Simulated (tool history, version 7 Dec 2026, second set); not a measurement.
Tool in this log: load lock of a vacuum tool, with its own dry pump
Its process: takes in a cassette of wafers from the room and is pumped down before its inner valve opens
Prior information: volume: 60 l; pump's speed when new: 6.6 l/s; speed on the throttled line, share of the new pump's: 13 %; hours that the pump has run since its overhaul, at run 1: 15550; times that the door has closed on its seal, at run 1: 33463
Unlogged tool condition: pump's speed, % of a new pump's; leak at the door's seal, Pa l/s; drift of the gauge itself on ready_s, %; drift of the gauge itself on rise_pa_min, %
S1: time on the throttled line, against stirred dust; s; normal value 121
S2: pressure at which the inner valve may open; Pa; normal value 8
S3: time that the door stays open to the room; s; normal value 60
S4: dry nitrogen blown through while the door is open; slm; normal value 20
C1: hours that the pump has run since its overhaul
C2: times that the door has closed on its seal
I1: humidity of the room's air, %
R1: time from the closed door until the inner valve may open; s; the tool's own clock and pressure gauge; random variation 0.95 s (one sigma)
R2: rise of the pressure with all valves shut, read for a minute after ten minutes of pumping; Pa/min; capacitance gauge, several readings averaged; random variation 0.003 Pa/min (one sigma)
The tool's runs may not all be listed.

Run 1, hour 0: usual settings; C1 15550; C2 33463; I1 47.4. Result: R1 210.8 s, R2 0.142 Pa/min.
Run 2, hour 178.7: usual settings; C1 15728; C2 33960; I1 41.8. Result: R1 213.1 s, R2 0.143 Pa/min.
At hour 418.4: dry pump taken out, an overhauled one fitted.
Run 3, hour 539.8: usual settings; C1 121; C2 34947; I1 44.5. Result: R1 192 s, R2 0.145 Pa/min.
Run 4, hour 950.6: usual settings; C1 532; C2 36090; I1 43. Result: R1 191.8 s, R2 0.155 Pa/min.
Run 5, hour 1385.4: usual settings; C1 967; C2 37299; I1 46.9. Result: R1 192.3 s, R2 0.158 Pa/min.
Run 6, hour 1611.4: usual settings; C1 1193; C2 37927; I1 46.1. Result: R1 193.7 s, R2 0.17 Pa/min.
Run 7, hour 1926.7: usual settings but S1 71 s; C1 1508; C2 38804; I1 44.9. Result: R1 150.5 s, R2 0.174 Pa/min.
Run 8, hour 2370.7: usual settings but S1 71 s, S3 113 s; C1 1952; C2 40039; I1 45.4. Result: R1 152.8 s, R2 0.184 Pa/min.
Run 9, hour 2571.8: usual settings but S1 183 s, S2 15 Pa, S3 28 s, S4 11 slm; C1 2153; C2 40598; I1 43.2. Result: R1 240.7 s, R2 0.177 Pa/min.
Run 10, hour 2917.8: usual settings but S1 238 s, S3 41 s; C1 2499; C2 41560; I1 42.2. Result: R1 297.6 s, R2 0.191 Pa/min.
Run 11, hour 3251.3: usual settings but S1 238 s, S3 41 s; C1 2833; C2 42487; I1 45.4. Result: R1 294.4 s, R2 0.19 Pa/min.
At hour 3397.9: door's seal changed, seat wiped.
Run 12, hour 3504.7: usual settings but S1 95 s, S2 12 Pa, S3 41 s; C1 3085; C2 298; I1 47.2. Result: R1 170.5 s, R2 0.021 Pa/min.
Run 13, hour 3742.1: usual settings but S1 70 s, S2 7 Pa, S3 97 s; C1 3322; C2 958; I1 45.7. Result: R1 153.2 s, R2 0.033 Pa/min.
Run 14, hour 4121.5: usual settings but S2 13 Pa; C1 3702; C2 2013; I1 43.2. Result: R1 190.9 s, R2 0.028 Pa/min.
Run 15, hour 4474.6: usual settings but S3 35 s, S4 15 slm; C1 4055; C2 2995; I1 43.6. Result: R1 194.4 s, R2 0.024 Pa/min.
Run 16, hour 4806.1: usual settings but S1 193 s, S2 13 Pa, S3 29 s, S4 44 slm; C1 4386; C2 3916; I1 44.8. Result: R1 253.8 s, R2 0.018 Pa/min.

Branching from run 16: 4 alternative next runs. What would each branch give?
Run A, hour 5211.8: usual settings but S1 83 s, S2 14 Pa, S3 153 s; C1 4792; C2 5045; I1 46.8. Result: R1 ?, R2 ?.
Run B, hour 5211.8: usual settings but S3 39 s; C1 4792; C2 5045; I1 45.2. Result: R1 ?, R2 ?.
Run C, hour 5211.8: usual settings but S1 72 s; C1 4792; C2 5045; I1 46.5. Result: R1 ?, R2 ?.
Run D, hour 5211.8: usual settings but S1 135 s, S2 13 Pa, S3 29 s, S4 44 slm; C1 4792; C2 5045; I1 44.8. Result: R1 ?, R2 ?.

run     R1     R2
  A  159.6  0.049
  B  197.1  0.027
  C  154.9  0.031
  D  205.2  0.021
Take away the tool's hidden state, keep each run's random variation, and the runs would have read:
run     R1     R2
  A  153.7  0.042
  B  191.3  0.021
  C  148.7  0.024
  D  200.1  0.015

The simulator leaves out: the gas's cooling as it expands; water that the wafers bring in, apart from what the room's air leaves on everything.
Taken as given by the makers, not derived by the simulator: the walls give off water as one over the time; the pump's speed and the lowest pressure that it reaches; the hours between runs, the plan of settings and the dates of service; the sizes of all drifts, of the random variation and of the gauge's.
